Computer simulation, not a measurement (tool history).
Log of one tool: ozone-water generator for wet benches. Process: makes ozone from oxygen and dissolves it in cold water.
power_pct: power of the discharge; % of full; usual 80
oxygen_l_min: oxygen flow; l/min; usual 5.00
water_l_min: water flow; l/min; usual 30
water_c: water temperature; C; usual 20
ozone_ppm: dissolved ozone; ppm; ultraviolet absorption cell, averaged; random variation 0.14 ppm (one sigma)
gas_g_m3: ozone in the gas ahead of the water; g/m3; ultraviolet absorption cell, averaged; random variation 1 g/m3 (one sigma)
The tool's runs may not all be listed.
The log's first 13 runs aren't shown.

| run | hour | power_pct | oxygen_l_min | water_l_min | water_c | hours of work since the electrodes were changed | hours of work since the contactor was cleaned | hours of work since the thermometer was calibrated | ozone_ppm | gas_g_m3 |
|---|---|---|---|---|---|---|---|---|---|---|
| 14 | 806.7 | 80 | 5.00 | 30 | 20 | 2341 | 3022 | 453 | 16.4 | 185.5 |
| 15 | 858.5 | 80 | 5.00 | 30 | 20 | 2375 | 3055 | 487 | 16.4 | 184.3 |
| 16 | 903.6 | 80 | 7.44 | 30 | 20 | 2404 | 3085 | 516 | 18.1 | 159.7 |
| 17 | 982.6 | 80 | 7.44 | 30 | 20 | 2456 | 3136 | 568 | 17.9 | 159.7 |
|  | 1012.8 | contactor cleaned |
| 18 | 1040.8 | 97 | 7.44 | 27 | 17 | 2491 | 18 | 603 | 24.0 | 189.6 |
| 19 | 1102.0 | 80 | 3.45 | 30 | 13 | 2531 | 58 | 643 | 15.9 | 213.7 |
| 20 | 1155.4 | 80 | 5.25 | 29 | 25 | 2566 | 93 | 678 | 16.5 | 183.1 |
| 21 | 1196.7 | 83 | 7.77 | 23 | 19 | 2593 | 120 | 705 | 22.9 | 163.0 |
| 22 | 1251.2 | 80 | 8.84 | 30 | 16 | 2628 | 156 | 740 | 19.8 | 151.7 |
| 23 | 1321.8 | 80 | 8.84 | 30 | 16 | 2674 | 202 | 786 | 19.9 | 148.6 |
| 24 | 1366.0 | 47 | 3.48 | 30 | 20 | 2703 | 230 | 815 | 9.6 | 136.2 |
| 25 | 1406.3 | 76 | 3.72 | 28 | 16 | 2730 | 257 | 842 | 15.9 | 199.5 |
| 26 | 1491.6 | 86 | 5.12 | 27 | 23 | 2785 | 312 | 897 | 18.7 | 195.5 |
| 27 | 1539.2 | 86 | 5.12 | 27 | 12 | 2816 | 343 | 928 | 21.1 | 198.0 |
| 28 | 1594.5 | 72 | 5.12 | 27 | 12 | 2852 | 380 | 964 | 17.9 | 168.1 |
| 29 | 1633.4 | 72 | 5.12 | 27 | 12 | 2878 | 405 | 990 | 18.2 | 169.5 |
| 30 | 1685.7 | 80 | 3.47 | 44 | 14 | 2912 | 439 | 1024 | 11.0 | 214.6 |
| 31 | 1753.6 | 56 | 3.84 | 44 | 14 | 2956 | 483 | 1068 | 8.4 | 154.1 |
| 32 | 1828.4 | 56 | 3.84 | 44 | 14 | 3005 | 532 | 1117 | 8.2 | 151.3 |

Forecast each of these 3 alternatives for the next run:
| A | 1892.0 | 66 | 3.84 | 45 | 14 | 3047 | 574 | 1159 | ? | ? |
| B | 1892.0 | 66 | 5.00 | 28 | 21 | 3047 | 574 | 1159 | ? | ? |
| C | 1892.0 | 42 | 3.38 | 26 | 20 | 3047 | 574 | 1159 | ? | ? |

| run | ozone_ppm | gas_g_m3 |
|---|---|---|
| A | 9.4 | 176.1 |
| B | 14.7 | 158.1 |
| C | 9.5 | 124.1 |
Without the tool's hidden state the same runs would have given:
| run | ozone_ppm | gas_g_m3 |
|---|---|---|
| A | 9.5 | 172.1 |
| B | 14.8 | 154.5 |
| C | 9.5 | 121.2 |

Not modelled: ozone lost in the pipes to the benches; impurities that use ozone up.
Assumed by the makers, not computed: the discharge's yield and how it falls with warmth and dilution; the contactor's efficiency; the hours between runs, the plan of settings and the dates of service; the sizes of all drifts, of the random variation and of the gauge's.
